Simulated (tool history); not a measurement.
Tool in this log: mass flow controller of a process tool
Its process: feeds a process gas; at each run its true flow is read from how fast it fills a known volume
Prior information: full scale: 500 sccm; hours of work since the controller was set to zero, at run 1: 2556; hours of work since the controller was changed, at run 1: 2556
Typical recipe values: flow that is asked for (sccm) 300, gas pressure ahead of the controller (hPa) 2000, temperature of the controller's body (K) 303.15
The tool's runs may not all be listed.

run,hour,flow that is asked for (sccm),gas pressure ahead of the controller (hPa),temperature of the controller's body (K),hours of work since the controller was set to zero,hours of work since the controller was changed,true flow (%)
1,0,300,2000,303.15,2556,2556,98.54
2,216,300,2000,298.15,2654,2654,98.07
3,500.3,200,2000,303.15,2783,2783,97.81
4,859.7,200,2000,303.15,2947,2947,97.74
5,1135.5,116,2000,303.15,3072,3072,96.66
6,1505.8,116,2000,303.15,3240,3240,96.63
7,1809.7,300,2000,313.15,3378,3378,99.03
8,2118.5,300,2000,303.15,3518,3518,98.27
9,2363,300,2000,303.15,3629,3629,98.1
10,2673.9,300,2000,303.15,3770,3770,98.04
11,3010.4,300,2000,303.15,3923,3923,97.91
12,3374.4,69,2140,295.15,4089,4089,93.57
13,3716.8,130,2770,303.15,4244,4244,96.36
14,4029.2,84,1460,294.15,4386,4386,93.84
15,4212,84,1460,294.15,4469,4469,93.76
16,4441.9,477,1590,303.15,4573,4573,98.5
17,4699.7,57,2000,303.15,4690,4690,92.67
18,5004.6,76,2240,294.15,4829,4829,93.39
19,5239.2,74,2230,303.15,4935,4935,93.79
20,5480.5,74,2230,303.15,5045,5045,93.57
# hour 5499.3: controller exchanged for a calibrated one
21,5732.9,169,1930,303.15,106,106,99.19
22,5929.6,169,1930,303.15,195,195,99.1

Consider 5 possible next runs. They are alternatives, not a sequence: every one starts from the tool as it was left by run 22. What does each give?
A,6128.4,169,1930,293.15,286,286,?
B,6128.4,375,2320,311.15,286,286,?
C,6128.4,470,1930,303.15,286,286,?
D,6128.4,252,1510,296.15,286,286,?
E,6128.4,85,1710,309.15,286,286,?

run,true flow (%)
A,98.25
B,100.45
C,100.1
D,98.65
E,98.97
With no hidden state in the tool, these same runs would have given:
run,true flow (%)
A,98.53
B,100.64
C,100.28
D,98.88
E,99.41
